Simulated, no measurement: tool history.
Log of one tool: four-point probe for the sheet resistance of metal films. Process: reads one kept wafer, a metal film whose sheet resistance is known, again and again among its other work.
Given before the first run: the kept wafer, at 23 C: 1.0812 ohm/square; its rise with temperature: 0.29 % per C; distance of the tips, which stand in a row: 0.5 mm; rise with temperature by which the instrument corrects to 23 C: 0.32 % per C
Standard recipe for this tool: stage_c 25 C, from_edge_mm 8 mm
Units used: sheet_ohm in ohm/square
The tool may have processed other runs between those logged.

run  hour  stage_c  from_edge_mm  sheet_ohm
  1   0.0       25             8   1.078984
  2  13.1       25             8   1.078997
  3  31.7       25             8   1.078678
  4  48.7       26             8   1.078513
  5  59.0       26             8   1.078807
  6  79.3       19             8   1.081213
  7  87.9       23            44   1.077718

Expected results for the next run?
  8  96.8       23            30          ?

{"run 8": {"sheet_ohm": 1.077981}}
With the hidden condition absent and the run-to-run variation left alone, this run would have shown sheet_ohm 1.081703 ohm/square.

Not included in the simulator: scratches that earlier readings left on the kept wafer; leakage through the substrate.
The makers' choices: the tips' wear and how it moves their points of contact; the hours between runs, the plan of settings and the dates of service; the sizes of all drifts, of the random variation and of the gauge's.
